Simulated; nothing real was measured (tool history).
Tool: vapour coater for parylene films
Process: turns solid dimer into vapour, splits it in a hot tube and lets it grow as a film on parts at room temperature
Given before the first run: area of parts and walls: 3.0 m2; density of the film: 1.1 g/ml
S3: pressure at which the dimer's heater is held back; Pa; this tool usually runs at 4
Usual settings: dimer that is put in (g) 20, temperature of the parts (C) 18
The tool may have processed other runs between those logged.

{"run": 1, "hour": 0.0, "dimer that is put in (g)": 20, "temperature of the parts (C)": 18, "S3": 4, "thickness of the film (µm)": 3.8}
{"run": 2, "hour": 26.4, "dimer that is put in (g)": 20, "temperature of the parts (C)": 18, "S3": 2.35, "thickness of the film (µm)": 3.99}
{"run": 3, "hour": 45.5, "dimer that is put in (g)": 20, "temperature of the parts (C)": 18, "S3": 2.35, "thickness of the film (µm)": 3.98}
{"run": 4, "hour": 67.0, "dimer that is put in (g)": 20, "temperature of the parts (C)": 18, "S3": 7.75, "thickness of the film (µm)": 3.5}
{"run": 5, "hour": 86.5, "dimer that is put in (g)": 20, "temperature of the parts (C)": 18, "S3": 7.75, "thickness of the film (µm)": 3.5}
{"run": 6, "hour": 99.5, "dimer that is put in (g)": 20, "temperature of the parts (C)": 18, "S3": 7.75, "thickness of the film (µm)": 3.47}
{"run": 7, "hour": 111.1, "dimer that is put in (g)": 20, "temperature of the parts (C)": 18, "S3": 7.75, "thickness of the film (µm)": 3.55}
{"run": 8, "hour": 125.6, "dimer that is put in (g)": 20, "temperature of the parts (C)": 18, "S3": 4, "thickness of the film (µm)": 3.73}
{"run": 9, "hour": 148.3, "dimer that is put in (g)": 20, "temperature of the parts (C)": 18, "S3": 4, "thickness of the film (µm)": 3.75}
{"run": 10, "hour": 164.6, "dimer that is put in (g)": 20, "temperature of the parts (C)": 18, "S3": 8.94, "thickness of the film (µm)": 3.37}
{"run": 11, "hour": 189.1, "dimer that is put in (g)": 20, "temperature of the parts (C)": 18, "S3": 8.94, "thickness of the film (µm)": 3.45}
{"run": 12, "hour": 201.2, "dimer that is put in (g)": 20, "temperature of the parts (C)": 18, "S3": 8.94, "thickness of the film (µm)": 3.43}
{"hour": 213.7, "done": "trap's valve overhauled"}
{"run": 13, "hour": 230.5, "dimer that is put in (g)": 20, "temperature of the parts (C)": 18, "S3": 8.94, "thickness of the film (µm)": 3.83}
{"run": 14, "hour": 246.1, "dimer that is put in (g)": 24, "temperature of the parts (C)": 18, "S3": 4, "thickness of the film (µm)": 4.95}
{"run": 15, "hour": 264.7, "dimer that is put in (g)": 24, "temperature of the parts (C)": 18, "S3": 4, "thickness of the film (µm)": 4.99}
{"run": 16, "hour": 284.5, "dimer that is put in (g)": 31, "temperature of the parts (C)": 12, "S3": 3.46, "thickness of the film (µm)": 7.63}
{"run": 17, "hour": 311.7, "dimer that is put in (g)": 31, "temperature of the parts (C)": 12, "S3": 3.46, "thickness of the film (µm)": 7.64}
{"run": 18, "hour": 330.2, "dimer that is put in (g)": 31, "temperature of the parts (C)": 26, "S3": 3.46, "thickness of the film (µm)": 5.23}
{"run": 19, "hour": 352.9, "dimer that is put in (g)": 10, "temperature of the parts (C)": 11, "S3": 5.98, "thickness of the film (µm)": 2.38}
{"run": 20, "hour": 371.0, "dimer that is put in (g)": 15, "temperature of the parts (C)": 17, "S3": 2.67, "thickness of the film (µm)": 3.27}
{"run": 21, "hour": 384.3, "dimer that is put in (g)": 15, "temperature of the parts (C)": 17, "S3": 2.67, "thickness of the film (µm)": 3.31}
{"run": 22, "hour": 400.5, "dimer that is put in (g)": 28, "temperature of the parts (C)": 10, "S3": 3.69, "thickness of the film (µm)": 7.24}
{"run": 23, "hour": 417.2, "dimer that is put in (g)": 28, "temperature of the parts (C)": 21, "S3": 2.39, "thickness of the film (µm)": 5.58}
{"run": 24, "hour": 441.4, "dimer that is put in (g)": 19, "temperature of the parts (C)": 11, "S3": 4, "thickness of the film (µm)": 4.68}
{"run": 25, "hour": 467.9, "dimer that is put in (g)": 23, "temperature of the parts (C)": 14, "S3": 3.72, "thickness of the film (µm)": 5.15}
{"run": 26, "hour": 484.3, "dimer that is put in (g)": 23, "temperature of the parts (C)": 14, "S3": 3.72, "thickness of the film (µm)": 5.28}

Here are 4 independent what-if runs from the current tool condition. What would each one return?
{"run": "A", "hour": 509.7, "dimer that is put in (g)": 14, "temperature of the parts (C)": 15, "S3": 8.71, "thickness of the film (µm)": "?"}
{"run": "B", "hour": 509.7, "dimer that is put in (g)": 27, "temperature of the parts (C)": 18, "S3": 4, "thickness of the film (µm)": "?"}
{"run": "C", "hour": 509.7, "dimer that is put in (g)": 20, "temperature of the parts (C)": 14, "S3": 2.6, "thickness of the film (µm)": "?"}
{"run": "D", "hour": 509.7, "dimer that is put in (g)": 10, "temperature of the parts (C)": 18, "S3": 4.81, "thickness of the film (µm)": "?"}

run=A thickness_of_the_film_(µm)=2.83
run=B thickness_of_the_film_(µm)=5.49
run=C thickness_of_the_film_(µm)=4.73
run=D thickness_of_the_film_(µm)=2.01
Stripped of hidden state, with their random variation kept, the same runs would have yielded:
run=A thickness_of_the_film_(µm)=2.89
run=B thickness_of_the_film_(µm)=5.62
run=C thickness_of_the_film_(µm)=4.84
run=D thickness_of_the_film_(µm)=2.06
